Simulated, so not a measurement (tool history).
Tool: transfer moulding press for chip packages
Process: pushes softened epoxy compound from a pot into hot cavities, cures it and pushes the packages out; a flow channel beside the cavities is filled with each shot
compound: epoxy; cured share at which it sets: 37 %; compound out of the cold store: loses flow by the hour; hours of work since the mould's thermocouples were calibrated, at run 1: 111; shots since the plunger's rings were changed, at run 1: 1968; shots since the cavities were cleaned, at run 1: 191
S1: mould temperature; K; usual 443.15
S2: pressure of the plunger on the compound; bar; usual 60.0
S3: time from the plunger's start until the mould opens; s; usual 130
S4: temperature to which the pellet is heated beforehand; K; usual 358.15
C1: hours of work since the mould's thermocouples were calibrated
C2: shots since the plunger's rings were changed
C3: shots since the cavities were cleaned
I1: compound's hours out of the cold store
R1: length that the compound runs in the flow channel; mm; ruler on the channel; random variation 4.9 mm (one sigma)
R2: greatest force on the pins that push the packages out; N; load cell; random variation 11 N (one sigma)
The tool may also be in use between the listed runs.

run 1 hour=0.0 | S1=443.15 S2=60.0 S3=130 S4=358.15 | C1=111 C2=1968 C3=191 | I1=23.0 | R1=693 R2=650
run 2 hour=13.4 | S1=443.15 S2=60.0 S3=130 S4=358.15 | C1=116 C2=2047 C3=270 | I1=26.4 | R1=697 R2=680
run 3 hour=23.3 | S1=443.15 S2=60.0 S3=130 S4=358.15 | C1=120 C2=2106 C3=329 | I1=43.3 | R1=646 R2=714
-- hour=37.7 cavities cleaned with cleaning compound and waxed
run 4 hour=38.1 | S1=443.15 S2=60.0 S3=130 S4=358.15 | C1=126 C2=2185 C3=2 | I1=9.0 | R1=746 R2=514
run 5 hour=50.5 | S1=443.15 S2=60.0 S3=151 S4=358.15 | C1=131 C2=2259 C3=76 | I1=8.5 | R1=756 R2=531
run 6 hour=62.3 | S1=443.15 S2=60.0 S3=151 S4=358.15 | C1=136 C2=2329 C3=146 | I1=9.3 | R1=753 R2=611
run 7 hour=73.3 | S1=443.15 S2=60.0 S3=130 S4=358.15 | C1=140 C2=2394 C3=211 | I1=14.1 | R1=733 R2=667
run 8 hour=89.4 | S1=443.15 S2=60.0 S3=130 S4=358.15 | C1=147 C2=2490 C3=307 | I1=47.3 | R1=632 R2=698
-- hour=103.2 plunger's sealing rings changed
run 9 hour=105.2 | S1=443.15 S2=60.0 S3=163 S4=358.15 | C1=152 C2=13 C3=387 | I1=24.8 | R1=733 R2=691
-- hour=111.2 cavities cleaned with cleaning compound and waxed
run 10 hour=123.3 | S1=443.15 S2=60.0 S3=163 S4=356.15 | C1=159 C2=111 C3=72 | I1=20.6 | R1=736 R2=527
run 11 hour=138.3 | S1=443.15 S2=60.0 S3=163 S4=356.15 | C1=165 C2=200 C3=161 | I1=33.5 | R1=694 R2=592
run 12 hour=149.5 | S1=443.15 S2=60.0 S3=163 S4=348.15 | C1=170 C2=267 C3=228 | I1=28.4 | R1=706 R2=607
run 13 hour=163.1 | S1=443.15 S2=60.0 S3=163 S4=348.15 | C1=175 C2=348 C3=309 | I1=11.3 | R1=777 R2=654
run 14 hour=171.9 | S1=443.15 S2=60.0 S3=163 S4=348.15 | C1=179 C2=400 C3=361 | I1=38.9 | R1=668 R2=696
-- hour=180.8 cavities cleaned with cleaning compound and waxed
run 15 hour=186.0 | S1=443.15 S2=60.0 S3=163 S4=350.15 | C1=184 C2=475 C3=31 | I1=18.9 | R1=747 R2=478
run 16 hour=195.8 | S1=441.15 S2=49.9 S3=125 S4=365.15 | C1=188 C2=533 C3=89 | I1=24.0 | R1=666 R2=640
run 17 hour=208.3 | S1=436.15 S2=60.0 S3=133 S4=358.15 | C1=193 C2=607 C3=163 | I1=8.7 | R1=792 R2=853
run 18 hour=221.9 | S1=436.15 S2=60.0 S3=165 S4=355.15 | C1=199 C2=688 C3=244 | I1=18.7 | R1=767 R2=674
run 19 hour=230.8 | S1=443.15 S2=46.7 S3=130 S4=365.15 | C1=203 C2=742 C3=298 | I1=37.2 | R1=603 R2=689
run 20 hour=239.6 | S1=443.15 S2=60.0 S3=141 S4=358.15 | C1=206 C2=794 C3=350 | I1=39.0 | R1=678 R2=654
-- hour=251.7 cavities cleaned with cleaning compound and waxed
run 21 hour=259.8 | S1=444.15 S2=60.0 S3=130 S4=358.15 | C1=214 C2=905 C3=48 | I1=35.0 | R1=674 R2=546
run 22 hour=275.6 | S1=444.15 S2=60.0 S3=130 S4=358.15 | C1=220 C2=999 C3=142 | I1=15.8 | R1=739 R2=609
run 23 hour=286.0 | S1=444.15 S2=60.0 S3=130 S4=358.15 | C1=224 C2=1061 C3=204 | I1=22.0 | R1=722 R2=632
run 24 hour=295.9 | S1=441.15 S2=60.0 S3=140 S4=358.15 | C1=229 C2=1119 C3=262 | I1=14.3 | R1=753 R2=686
run 25 hour=305.6 | S1=441.15 S2=66.7 S3=130 S4=366.15 | C1=233 C2=1177 C3=320 | I1=42.6 | R1=703 R2=728
run 26 hour=318.5 | S1=441.15 S2=49.6 S3=133 S4=367.15 | C1=238 C2=1254 C3=397 | I1=38.2 | R1=611 R2=765
-- hour=321.4 cavities cleaned with cleaning compound and waxed
run 27 hour=329.6 | S1=441.15 S2=49.6 S3=133 S4=367.15 | C1=242 C2=1311 C3=48 | I1=24.1 | R1=659 R2=583
run 28 hour=340.3 | S1=440.15 S2=62.8 S3=111 S4=361.15 | C1=246 C2=1375 C3=112 | I1=34.9 | R1=704 R2=821
run 29 hour=357.8 | S1=443.15 S2=60.0 S3=136 S4=358.15 | C1=253 C2=1479 C3=216 | I1=43.3 | R1=660 R2=642
run 30 hour=377.1 | S1=443.15 S2=60.0 S3=135 S4=366.15 | C1=261 C2=1594 C3=331 | I1=11.2 | R1=763 R2=729

Hidden state or all else? Some run-to-run changes of R1, split into what the settings, what came in and random variation would give without the hidden state, and what is left for the hidden state (with any gauge scatter that isn't in both results):
The hidden state here: true mould temperature over the reading, C; pressure that reaches the compound, % of what is set; grip of the stained cavities, % over clean ones'; drift of the gauge itself on flow_mm, %; drift of the gauge itself on push_out_n, %.
Run 3 -> 4: cavities cleaned with cleaning compound and waxed. R1 +100 mm: hidden state -5, all else +105.
Run 8 -> 9: S3 130 -> 163, plunger's sealing rings changed. R1 +101 mm: hidden state +29, all else +72.
Run 13 -> 14: no setting changed, nothing entered. R1 -109 mm: hidden state +0, all else -109.
Run 16 -> 17: S1 441.15 -> 436.15, S2 49.9 -> 60.0, S3 125 -> 133, S4 365.15 -> 358.15. R1 +126 mm: hidden state -2, all else +128.
Run 18 -> 19: S1 436.15 -> 443.15, S2 60.0 -> 46.7, S3 165 -> 130, S4 355.15 -> 365.15. R1 -164 mm: hidden state +1, all else -165.
Run 29 -> 30: S3 136 -> 135, S4 358.15 -> 366.15. R1 +103 mm: hidden state -4, all else +107.

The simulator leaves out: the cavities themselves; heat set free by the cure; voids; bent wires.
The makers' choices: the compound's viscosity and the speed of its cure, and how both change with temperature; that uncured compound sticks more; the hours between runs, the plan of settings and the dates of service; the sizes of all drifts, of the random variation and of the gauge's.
